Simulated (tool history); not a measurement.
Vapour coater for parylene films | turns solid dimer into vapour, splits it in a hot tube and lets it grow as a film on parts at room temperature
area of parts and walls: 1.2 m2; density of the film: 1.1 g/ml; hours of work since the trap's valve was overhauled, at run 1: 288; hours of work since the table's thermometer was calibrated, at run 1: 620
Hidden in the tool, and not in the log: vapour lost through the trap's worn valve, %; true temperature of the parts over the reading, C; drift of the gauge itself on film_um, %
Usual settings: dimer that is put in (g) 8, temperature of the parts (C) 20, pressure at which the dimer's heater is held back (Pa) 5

| run | hour | dimer that is put in (g) | temperature of the parts (C) | pressure at which the dimer's heater is held back (Pa) | hours of work since the trap's valve was overhauled | hours of work since the table's thermometer was calibrated | thickness of the film (µm) |
|---|---|---|---|---|---|---|---|
| 1 | 0 | 8 | 20 | 5 | 288 | 620 | 4.2 |
| 2 | 22.6 | 8 | 20 | 5 | 297 | 629 | 4.2 |
| 3 | 48.7 | 8 | 18 | 5 | 308 | 640 | 4.39 |
| 4 | 69.6 | 8 | 18 | 5 | 317 | 649 | 4.38 |
| 5 | 101.6 | 8 | 19 | 5 | 330 | 662 | 4.3 |
| 6 | 128.1 | 8 | 19 | 5 | 341 | 673 | 4.28 |
| 7 | 145.6 | 8 | 19 | 5 | 348 | 680 | 4.31 |
| 8 | 180 | 8 | 19 | 5 | 362 | 694 | 4.28 |
| 9 | 201.2 | 8 | 19 | 5 | 371 | 703 | 4.31 |
| 10 | 223.3 | 8 | 19 | 5 | 380 | 712 | 4.28 |
| 11 | 247.9 | 8 | 19 | 5 | 390 | 722 | 4.3 |
| 12 | 271.3 | 8 | 20 | 5 | 400 | 732 | 4.22 |
| 13 | 297.3 | 8 | 20 | 5 | 411 | 743 | 4.21 |
| 14 | 335.7 | 8 | 20 | 5 | 427 | 759 | 4.2 |
| 15 | 366.3 | 8 | 20 | 5 | 439 | 771 | 4.2 |
| 16 | 392.4 | 8 | 20 | 5 | 450 | 782 | 4.21 |
| 17 | 414.6 | 8 | 20 | 5 | 459 | 791 | 4.19 |
| 18 | 440.6 | 8 | 20 | 5 | 470 | 802 | 4.21 |
| 19 | 462 | 8 | 20 | 5 | 479 | 811 | 4.19 |
| 20 | 494.4 | 8 | 20 | 5 | 492 | 824 | 4.18 |
| 21 | 529.9 | 8 | 20 | 5 | 507 | 839 | 4.21 |
| 22 | 565.3 | 8 | 20 | 5 | 521 | 853 | 4.22 |
|  | 577.8 | trap's valve overhauled |
| 23 | 588.6 | 8 | 20 | 5 | 4 | 861 | 4.21 |
| 24 | 609.3 | 9 | 20 | 5 | 13 | 870 | 4.75 |
| 25 | 646 | 9 | 20 | 5 | 28 | 885 | 4.71 |
| 26 | 663.5 | 8 | 31 | 7.03 | 35 | 892 | 3.05 |
| 27 | 688.6 | 8 | 12 | 4.28 | 46 | 903 | 5.18 |
| 28 | 724.2 | 5 | 13 | 3.24 | 60 | 917 | 3.37 |
| 29 | 760.3 | 5 | 13 | 8.33 | 75 | 932 | 2.72 |
| 30 | 787.8 | 13 | 30 | 6.05 | 87 | 944 | 5.26 |
| 31 | 823.4 | 6 | 30 | 9.45 | 101 | 958 | 2.16 |
| 32 | 848.4 | 12 | 20 | 4.15 | 112 | 969 | 6.59 |
| 33 | 872.2 | 12 | 20 | 4.15 | 122 | 978 | 6.61 |
| 34 | 899.9 | 6 | 21 | 2.54 | 133 | 990 | 3.62 |
| 35 | 929.2 | 6 | 21 | 2.54 | 145 | 1002 | 3.59 |
| 36 | 947 | 6 | 14 | 2.54 | 153 | 1009 | 4.2 |
| 37 | 975 | 6 | 14 | 2.54 | 164 | 1021 | 4.24 |
| 38 | 995.2 | 11 | 16 | 4.17 | 172 | 1029 | 6.6 |
| 39 | 1025.8 | 11 | 16 | 4.17 | 185 | 1042 | 6.58 |
| 40 | 1051.2 | 8 | 19 | 10.71 | 196 | 1052 | 3.61 |
| 41 | 1071.9 | 8 | 19 | 10.71 | 204 | 1061 | 3.61 |
| 42 | 1103.3 | 6 | 28 | 5.8 | 217 | 1074 | 2.56 |
| 43 | 1126.5 | 11 | 20 | 5 | 227 | 1083 | 5.78 |
| 44 | 1143.1 | 8 | 29 | 11.61 | 233 | 1090 | 2.83 |
| 45 | 1180 | 8 | 29 | 9.65 | 249 | 1106 | 2.96 |
| 46 | 1218.7 | 8 | 29 | 9.65 | 265 | 1122 | 2.96 |
| 47 | 1248 | 8 | 15 | 3.37 | 277 | 1134 | 5.16 |

Hidden state at the last listed run before each entry between runs and at the first one after, where it differs:
Between runs 22 and 23: trap's valve overhauled (hour 577.8)
  vapour lost through the trap's worn valve, %: 0.1 -> 0
